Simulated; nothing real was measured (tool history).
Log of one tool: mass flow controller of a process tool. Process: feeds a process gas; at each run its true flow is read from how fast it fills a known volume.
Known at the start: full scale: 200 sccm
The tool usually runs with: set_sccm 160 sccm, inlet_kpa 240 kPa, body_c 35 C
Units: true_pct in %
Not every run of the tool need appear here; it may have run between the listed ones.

Run 1, day 0: usual settings. Result: true_pct 99.84 %.
Run 2, day 9.288: usual settings. Result: true_pct 99.68 %.
Run 3, day 15.45: usual settings. Result: true_pct 99.73 %.
Run 4, day 24.788: usual settings. Result: true_pct 99.54 %.
Run 5, day 34.842: usual settings but inlet_kpa 192 kPa. Result: true_pct 99.81 %.
Run 6, day 41.971: usual settings but inlet_kpa 192 kPa. Result: true_pct 99.68 %.
Run 7, day 48.721: usual settings but inlet_kpa 192 kPa. Result: true_pct 99.74 %.
Run 8, day 57.825: usual settings but inlet_kpa 192 kPa. Result: true_pct 99.65 %.
Run 9, day 62.062: usual settings but inlet_kpa 192 kPa. Result: true_pct 99.66 %.
Run 10, day 66.75: usual settings but inlet_kpa 192 kPa. Result: true_pct 99.57 %.
Run 11, day 74.254: usual settings but inlet_kpa 192 kPa, body_c 33 C. Result: true_pct 99.46 %.
Run 12, day 80.646: usual settings but inlet_kpa 192 kPa, body_c 33 C. Result: true_pct 99.37 %.
Run 13, day 87.846: usual settings. Result: true_pct 99.31 %.
Run 14, day 96.25: usual settings. Result: true_pct 99.24 %.
Run 15, day 102.925: usual settings. Result: true_pct 99.16 %.
Run 16, day 111.888: usual settings but inlet_kpa 259 kPa. Result: true_pct 99.09 %.
Run 17, day 120.596: usual settings but inlet_kpa 259 kPa. Result: true_pct 98.94 %.
Run 18, day 125.012: usual settings but inlet_kpa 259 kPa, body_c 32 C. Result: true_pct 98.87 %.
Run 19, day 133.504: usual settings but inlet_kpa 259 kPa, body_c 32 C. Result: true_pct 98.84 %.
Run 20, day 142.025: usual settings but inlet_kpa 259 kPa, body_c 32 C. Result: true_pct 98.8 %.
Run 21, day 148.183: usual settings but inlet_kpa 190 kPa. Result: true_pct 99.24 %.
Run 22, day 154.279: usual settings but body_c 27 C. Result: true_pct 98.39 %.
Run 23, day 158.896: usual settings but body_c 27 C. Result: true_pct 98.52 %.
Run 24, day 163.762: usual settings but body_c 27 C. Result: true_pct 98.42 %.
Run 25, day 172.542: usual settings but set_sccm 150 sccm, inlet_kpa 225 kPa, body_c 27 C. Result: true_pct 98.36 %.
Run 26, day 177.708: usual settings but inlet_kpa 219 kPa. Result: true_pct 98.93 %.
Run 27, day 187.404: usual settings but inlet_kpa 230 kPa, body_c 39 C. Result: true_pct 99.08 %.

Run 28 has not been measured yet. What should we expect?
Run 28, day 197.162: usual settings but inlet_kpa 230 kPa, body_c 39 C. Result: true_pct ?.

Run 28 gave true_pct 99.12 %.
Were there no unlogged condition in the tool, this run, its random variation unchanged, would have produced true_pct 100.77 %.

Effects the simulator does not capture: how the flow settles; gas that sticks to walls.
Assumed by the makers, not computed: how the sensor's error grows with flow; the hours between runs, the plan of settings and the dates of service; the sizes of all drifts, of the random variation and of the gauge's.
